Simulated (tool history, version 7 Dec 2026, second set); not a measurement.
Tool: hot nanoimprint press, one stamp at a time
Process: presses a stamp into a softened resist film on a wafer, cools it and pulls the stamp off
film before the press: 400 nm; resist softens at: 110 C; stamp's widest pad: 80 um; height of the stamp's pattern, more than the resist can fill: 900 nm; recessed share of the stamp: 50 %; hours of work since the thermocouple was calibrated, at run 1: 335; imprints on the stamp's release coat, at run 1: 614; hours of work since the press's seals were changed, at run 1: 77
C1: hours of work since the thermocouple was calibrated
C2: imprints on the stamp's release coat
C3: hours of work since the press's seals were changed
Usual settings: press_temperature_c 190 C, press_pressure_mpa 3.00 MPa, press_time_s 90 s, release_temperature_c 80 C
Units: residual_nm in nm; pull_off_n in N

run 1 hour=0.0 | press_temperature_c=190 press_pressure_mpa=3.00 press_time_s=90 release_temperature_c=80 | C1=335 C2=614 C3=77 | residual_nm=238.2 pull_off_n=163
run 2 hour=9.7 | press_temperature_c=190 press_pressure_mpa=3.00 press_time_s=90 release_temperature_c=80 | C1=341 C2=648 C3=83 | residual_nm=237.8 pull_off_n=165
run 3 hour=19.7 | press_temperature_c=190 press_pressure_mpa=3.00 press_time_s=90 release_temperature_c=80 | C1=348 C2=683 C3=90 | residual_nm=236.6 pull_off_n=164
run 4 hour=28.4 | press_temperature_c=190 press_pressure_mpa=3.98 press_time_s=90 release_temperature_c=80 | C1=353 C2=714 C3=96 | residual_nm=212.2 pull_off_n=167
run 5 hour=36.7 | press_temperature_c=190 press_pressure_mpa=3.98 press_time_s=90 release_temperature_c=80 | C1=359 C2=743 C3=101 | residual_nm=213.0 pull_off_n=168
run 6 hour=47.2 | press_temperature_c=190 press_pressure_mpa=3.98 press_time_s=90 release_temperature_c=80 | C1=366 C2=780 C3=108 | residual_nm=213.3 pull_off_n=171
run 7 hour=55.5 | press_temperature_c=190 press_pressure_mpa=3.00 press_time_s=90 release_temperature_c=86 | C1=371 C2=810 C3=114 | residual_nm=234.8 pull_off_n=136
run 8 hour=66.2 | press_temperature_c=190 press_pressure_mpa=3.00 press_time_s=90 release_temperature_c=86 | C1=379 C2=847 C3=121 | residual_nm=238.9 pull_off_n=147
run 9 hour=75.0 | press_temperature_c=190 press_pressure_mpa=3.00 press_time_s=90 release_temperature_c=86 | C1=384 C2=878 C3=127 | residual_nm=239.1 pull_off_n=148
-- hour=78.8 plate thermocouple calibrated
run 10 hour=90.5 | press_temperature_c=190 press_pressure_mpa=3.00 press_time_s=96 release_temperature_c=80 | C1=8 C2=923 C3=135 | residual_nm=236.5 pull_off_n=176
run 11 hour=102.1 | press_temperature_c=201 press_pressure_mpa=3.00 press_time_s=96 release_temperature_c=80 | C1=15 C2=963 C3=143 | residual_nm=153.3 pull_off_n=180
run 12 hour=108.6 | press_temperature_c=201 press_pressure_mpa=3.00 press_time_s=96 release_temperature_c=80 | C1=20 C2=986 C3=147 | residual_nm=154.1 pull_off_n=177
run 13 hour=119.1 | press_temperature_c=201 press_pressure_mpa=3.00 press_time_s=96 release_temperature_c=80 | C1=27 C2=1023 C3=154 | residual_nm=152.7 pull_off_n=183
run 14 hour=131.1 | press_temperature_c=201 press_pressure_mpa=3.00 press_time_s=96 release_temperature_c=80 | C1=35 C2=1066 C3=162 | residual_nm=152.7 pull_off_n=185
run 15 hour=138.1 | press_temperature_c=201 press_pressure_mpa=3.00 press_time_s=96 release_temperature_c=80 | C1=39 C2=1090 C3=167 | residual_nm=155.1 pull_off_n=186
run 16 hour=150.1 | press_temperature_c=190 press_pressure_mpa=3.00 press_time_s=90 release_temperature_c=80 | C1=47 C2=1133 C3=175 | residual_nm=242.6 pull_off_n=194
-- hour=157.8 plate thermocouple calibrated, once more
run 17 hour=163.6 | press_temperature_c=193 press_pressure_mpa=3.00 press_time_s=54 release_temperature_c=80 | C1=4 C2=1170 C3=182 | residual_nm=247.5 pull_off_n=190
run 18 hour=177.2 | press_temperature_c=194 press_pressure_mpa=3.00 press_time_s=54 release_temperature_c=80 | C1=13 C2=1217 C3=191 | residual_nm=238.5 pull_off_n=188
run 19 hour=185.2 | press_temperature_c=201 press_pressure_mpa=3.00 press_time_s=64 release_temperature_c=80 | C1=18 C2=1246 C3=196 | residual_nm=177.4 pull_off_n=194
run 20 hour=194.2 | press_temperature_c=190 press_pressure_mpa=4.73 press_time_s=163 release_temperature_c=70 | C1=24 C2=1277 C3=202 | residual_nm=160.3 pull_off_n=251
run 21 hour=202.9 | press_temperature_c=200 press_pressure_mpa=3.03 press_time_s=99 release_temperature_c=78 | C1=30 C2=1308 C3=208 | residual_nm=153.8 pull_off_n=212

Forecast run 22:
run 22 hour=214.8 | press_temperature_c=201 press_pressure_mpa=4.76 press_time_s=179 release_temperature_c=88 | C1=38 C2=1350 C3=216 | residual_nm=? pull_off_n=?

{"run 22": {"residual_nm": 91.0, "pull_off_n": 158}}
Without the tool's hidden state the same run would have given residual_nm 87.8 nm, pull_off_n 104 N.

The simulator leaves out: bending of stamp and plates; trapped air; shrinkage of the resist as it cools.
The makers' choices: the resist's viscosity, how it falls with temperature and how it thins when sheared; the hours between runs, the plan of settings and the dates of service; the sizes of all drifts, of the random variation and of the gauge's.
